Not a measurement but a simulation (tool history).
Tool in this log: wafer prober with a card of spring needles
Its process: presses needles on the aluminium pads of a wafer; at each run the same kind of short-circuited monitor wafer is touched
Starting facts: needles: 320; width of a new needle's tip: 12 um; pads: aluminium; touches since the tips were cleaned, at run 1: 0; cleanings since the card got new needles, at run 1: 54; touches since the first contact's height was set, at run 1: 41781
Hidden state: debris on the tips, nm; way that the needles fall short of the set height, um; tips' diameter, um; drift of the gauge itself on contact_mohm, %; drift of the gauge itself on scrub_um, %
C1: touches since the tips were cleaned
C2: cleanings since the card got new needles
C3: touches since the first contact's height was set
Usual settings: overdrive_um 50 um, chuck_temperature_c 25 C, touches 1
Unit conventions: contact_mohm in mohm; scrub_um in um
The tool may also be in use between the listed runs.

{"run": 1, "hour": 0.0, "overdrive_um": 50, "chuck_temperature_c": 25, "touches": 1, "C1": 0, "C2": 54, "C3": 41781, "contact_mohm": 161, "scrub_um": 6.42}
{"hour": 8.0, "done": "tips cleaned on abrasive film"}
{"hour": 16.0, "done": "tips cleaned on abrasive film"}
{"run": 2, "hour": 17.8, "overdrive_um": 50, "chuck_temperature_c": 25, "touches": 1, "C1": 1072, "C2": 56, "C3": 51804, "contact_mohm": 181, "scrub_um": 6.28}
{"hour": 22.7, "done": "tips cleaned on abrasive film"}
{"hour": 30.7, "done": "tips cleaned on abrasive film"}
{"hour": 38.7, "done": "tips cleaned on abrasive film"}
{"hour": 46.6, "done": "tips cleaned on abrasive film"}
{"run": 3, "hour": 46.6, "overdrive_um": 50, "chuck_temperature_c": 25, "touches": 1, "C1": 0, "C2": 60, "C3": 67886, "contact_mohm": 161, "scrub_um": 6.25}
{"hour": 54.6, "done": "tips cleaned on abrasive film"}
{"hour": 62.5, "done": "tips cleaned on abrasive film"}
{"hour": 70.5, "done": "tips cleaned on abrasive film"}
{"run": 4, "hour": 71.3, "overdrive_um": 50, "chuck_temperature_c": 25, "touches": 1, "C1": 458, "C2": 63, "C3": 81781, "contact_mohm": 167, "scrub_um": 6.16}
{"hour": 77.8, "done": "tips cleaned on abrasive film"}
{"hour": 85.6, "done": "tips cleaned on abrasive film"}
{"hour": 93.7, "done": "tips cleaned on abrasive film"}
{"run": 5, "hour": 98.1, "overdrive_um": 50, "chuck_temperature_c": 25, "touches": 1, "C1": 2517, "C2": 66, "C3": 96825, "contact_mohm": 195, "scrub_um": 6.21}
{"hour": 101.1, "done": "tips cleaned on abrasive film"}
{"hour": 109.2, "done": "tips cleaned on abrasive film"}
{"hour": 115.6, "done": "tips cleaned on abrasive film"}
{"hour": 123.5, "done": "tips cleaned on abrasive film"}
{"hour": 131.3, "done": "tips cleaned on abrasive film"}
{"run": 6, "hour": 131.3, "overdrive_um": 50, "chuck_temperature_c": 25, "touches": 1, "C1": 0, "C2": 71, "C3": 115380, "contact_mohm": 163, "scrub_um": 6.11}
{"hour": 139.3, "done": "tips cleaned on abrasive film"}
{"hour": 147.3, "done": "tips cleaned on abrasive film"}
{"hour": 155.2, "done": "tips cleaned on abrasive film"}
{"run": 7, "hour": 159.9, "overdrive_um": 50, "chuck_temperature_c": 25, "touches": 1, "C1": 2675, "C2": 74, "C3": 131480, "contact_mohm": 211, "scrub_um": 6.11}
{"hour": 163.1, "done": "tips cleaned on abrasive film"}
{"hour": 171.2, "done": "tips cleaned on abrasive film"}
{"hour": 177.6, "done": "tips cleaned on abrasive film"}
{"hour": 185.4, "done": "tips cleaned on abrasive film"}
{"hour": 188.7, "done": "tips cleaned on abrasive film, once more"}
{"run": 8, "hour": 191.5, "overdrive_um": 50, "chuck_temperature_c": 25, "touches": 1, "C1": 1560, "C2": 79, "C3": 149125, "contact_mohm": 190, "scrub_um": 6.01}
{"hour": 196.3, "done": "tips cleaned on abrasive film"}
{"hour": 204.3, "done": "tips cleaned on abrasive film"}
{"hour": 212.3, "done": "tips cleaned on abrasive film"}
{"hour": 220.1, "done": "tips cleaned on abrasive film"}
{"run": 9, "hour": 221.1, "overdrive_um": 50, "chuck_temperature_c": 25, "touches": 1, "C1": 553, "C2": 83, "C3": 165739, "contact_mohm": 179, "scrub_um": 6.04}
{"hour": 227.6, "done": "tips cleaned on abrasive film"}
{"hour": 235.6, "done": "tips cleaned on abrasive film"}
{"run": 10, "hour": 241.0, "overdrive_um": 50, "chuck_temperature_c": 25, "touches": 1, "C1": 3052, "C2": 85, "C3": 176919, "contact_mohm": 214, "scrub_um": 5.97}
{"hour": 242.7, "done": "tips cleaned on abrasive film"}
{"hour": 250.7, "done": "tips cleaned on abrasive film"}
{"hour": 258.8, "done": "tips cleaned on abrasive film"}
{"hour": 266.8, "done": "tips cleaned on abrasive film"}
{"hour": 267.1, "done": "height of the first contact set anew"}
{"run": 11, "hour": 270.9, "overdrive_um": 50, "chuck_temperature_c": 25, "touches": 2, "C1": 2160, "C2": 89, "C3": 2160, "contact_mohm": 185, "scrub_um": 6.55}
{"hour": 274.2, "done": "tips cleaned on abrasive film"}
{"hour": 281.9, "done": "tips cleaned on abrasive film"}
{"run": 12, "hour": 285.4, "overdrive_um": 44, "chuck_temperature_c": 65, "touches": 2, "C1": 1981, "C2": 91, "C3": 10292, "contact_mohm": 195, "scrub_um": 5.79}
{"hour": 288.7, "done": "tips cleaned on abrasive film"}
{"hour": 296.8, "done": "tips cleaned on abrasive film"}
{"run": 13, "hour": 301.2, "overdrive_um": 67, "chuck_temperature_c": 55, "touches": 2, "C1": 2521, "C2": 93, "C3": 19132, "contact_mohm": 174, "scrub_um": 8.79}
{"hour": 304.5, "done": "tips cleaned on abrasive film"}
{"hour": 312.4, "done": "tips cleaned on abrasive film"}
{"hour": 320.3, "done": "tips cleaned on abrasive film"}
{"hour": 326.8, "done": "tips cleaned on abrasive film"}
{"run": 14, "hour": 330.2, "overdrive_um": 53, "chuck_temperature_c": 114, "touches": 1, "C1": 1923, "C2": 97, "C3": 35366, "contact_mohm": 202, "scrub_um": 6.85}
{"hour": 333.5, "done": "tips cleaned on abrasive film"}
{"hour": 341.5, "done": "tips cleaned on abrasive film"}
{"hour": 349.2, "done": "tips cleaned on abrasive film"}
{"run": 15, "hour": 355.5, "overdrive_um": 53, "chuck_temperature_c": 114, "touches": 1, "C1": 3533, "C2": 100, "C3": 49558, "contact_mohm": 221, "scrub_um": 6.79}
{"hour": 357.1, "done": "tips cleaned on abrasive film"}
{"hour": 365.2, "done": "tips cleaned on abrasive film"}
{"hour": 373.2, "done": "tips cleaned on abrasive film"}
{"hour": 381.2, "done": "tips cleaned on abrasive film"}
{"run": 16, "hour": 381.6, "overdrive_um": 64, "chuck_temperature_c": 88, "touches": 3, "C1": 227, "C2": 104, "C3": 64170, "contact_mohm": 169, "scrub_um": 8.19}
{"hour": 388.0, "done": "tips cleaned on abrasive film"}
{"hour": 396.0, "done": "tips cleaned on abrasive film"}
{"hour": 404.0, "done": "tips cleaned on abrasive film"}
{"hour": 411.9, "done": "tips cleaned on abrasive film"}
{"run": 17, "hour": 416.2, "overdrive_um": 50, "chuck_temperature_c": 30, "touches": 3, "C1": 2424, "C2": 108, "C3": 83619, "contact_mohm": 178, "scrub_um": 6.32}
{"hour": 419.4, "done": "tips cleaned on abrasive film"}
{"hour": 427.4, "done": "tips cleaned on abrasive film"}
{"hour": 435.2, "done": "tips cleaned on abrasive film"}
{"hour": 443.3, "done": "tips cleaned on abrasive film"}
{"run": 18, "hour": 445.9, "overdrive_um": 50, "chuck_temperature_c": 30, "touches": 3, "C1": 1486, "C2": 112, "C3": 100263, "contact_mohm": 173, "scrub_um": 6.19}
{"hour": 450.6, "done": "tips cleaned on abrasive film"}
{"hour": 458.6, "done": "tips cleaned on abrasive film"}
{"hour": 466.5, "done": "tips cleaned on abrasive film"}
{"hour": 474.4, "done": "tips cleaned on abrasive film"}
{"run": 19, "hour": 479.0, "overdrive_um": 62, "chuck_temperature_c": 52, "touches": 2, "C1": 2595, "C2": 116, "C3": 118821, "contact_mohm": 182, "scrub_um": 7.85}
{"hour": 482.3, "done": "tips cleaned on abrasive film"}
{"hour": 490.3, "done": "tips cleaned on abrasive film"}
{"hour": 498.2, "done": "tips cleaned on abrasive film"}
{"hour": 506.0, "done": "tips cleaned on abrasive film"}
{"run": 20, "hour": 510.6, "overdrive_um": 50, "chuck_temperature_c": 84, "touches": 1, "C1": 2593, "C2": 120, "C3": 136558, "contact_mohm": 228, "scrub_um": 6.17}
{"hour": 513.9, "done": "tips cleaned on abrasive film"}
{"hour": 521.9, "done": "tips cleaned on abrasive film"}
{"hour": 530.0, "done": "tips cleaned on abrasive film"}
{"hour": 538.0, "done": "tips cleaned on abrasive film"}
{"run": 21, "hour": 540.3, "overdrive_um": 50, "chuck_temperature_c": 25, "touches": 2, "C1": 1291, "C2": 124, "C3": 153201, "contact_mohm": 177, "scrub_um": 6.02}
{"hour": 545.2, "done": "tips cleaned on abrasive film"}
{"hour": 553.2, "done": "tips cleaned on abrasive film"}
{"hour": 561.2, "done": "tips cleaned on abrasive film"}
{"run": 22, "hour": 564.7, "overdrive_um": 43, "chuck_temperature_c": 25, "touches": 1, "C1": 1971, "C2": 127, "C3": 166900, "contact_mohm": 225, "scrub_um": 5.13}

Each row is a separate what-if for the run after 22, all from the same tool condition, not one after another. Results?
{"hour": 567.9, "done": "tips cleaned on abrasive film"}
{"hour": 575.9, "done": "tips cleaned on abrasive film"}
{"hour": 583.9, "done": "tips cleaned on abrasive film"}
{"hour": 591.8, "done": "tips cleaned on abrasive film"}
{"run": "A", "hour": 591.8, "overdrive_um": 35, "chuck_temperature_c": 74, "touches": 3, "C1": 0, "C2": 131, "C3": 182058, "contact_mohm": "?", "scrub_um": "?"}
{"hour": 567.9, "done": "tips cleaned on abrasive film"}
{"hour": 575.9, "done": "tips cleaned on abrasive film"}
{"hour": 583.9, "done": "tips cleaned on abrasive film"}
{"hour": 591.8, "done": "tips cleaned on abrasive film"}
{"run": "B", "hour": 591.8, "overdrive_um": 33, "chuck_temperature_c": 62, "touches": 2, "C1": 0, "C2": 131, "C3": 182058, "contact_mohm": "?", "scrub_um": "?"}
{"hour": 567.9, "done": "tips cleaned on abrasive film"}
{"hour": 575.9, "done": "tips cleaned on abrasive film"}
{"hour": 583.9, "done": "tips cleaned on abrasive film"}
{"hour": 591.8, "done": "tips cleaned on abrasive film"}
{"run": "C", "hour": 591.8, "overdrive_um": 50, "chuck_temperature_c": 92, "touches": 1, "C1": 0, "C2": 131, "C3": 182058, "contact_mohm": "?", "scrub_um": "?"}
{"hour": 567.9, "done": "tips cleaned on abrasive film"}
{"hour": 575.9, "done": "tips cleaned on abrasive film"}
{"hour": 583.9, "done": "tips cleaned on abrasive film"}
{"hour": 591.8, "done": "tips cleaned on abrasive film"}
{"run": "D", "hour": 591.8, "overdrive_um": 50, "chuck_temperature_c": 31, "touches": 1, "C1": 0, "C2": 131, "C3": 182058, "contact_mohm": "?", "scrub_um": "?"}
{"hour": 567.9, "done": "tips cleaned on abrasive film"}
{"hour": 575.9, "done": "tips cleaned on abrasive film"}
{"hour": 583.9, "done": "tips cleaned on abrasive film"}
{"hour": 591.8, "done": "tips cleaned on abrasive film"}
{"run": "E", "hour": 591.8, "overdrive_um": 51, "chuck_temperature_c": 25, "touches": 1, "C1": 0, "C2": 131, "C3": 182058, "contact_mohm": "?", "scrub_um": "?"}

run=A contact_mohm=189 scrub_um=4.05
run=B contact_mohm=198 scrub_um=3.75
run=C contact_mohm=182 scrub_um=5.89
run=D contact_mohm=172 scrub_um=5.99
run=E contact_mohm=168 scrub_um=6.17
With no hidden state in the tool, these same runs would have given:
run=A contact_mohm=167 scrub_um=4.62
run=B contact_mohm=171 scrub_um=4.31
run=C contact_mohm=165 scrub_um=6.46
run=D contact_mohm=155 scrub_um=6.55
run=E contact_mohm=152 scrub_um=6.73
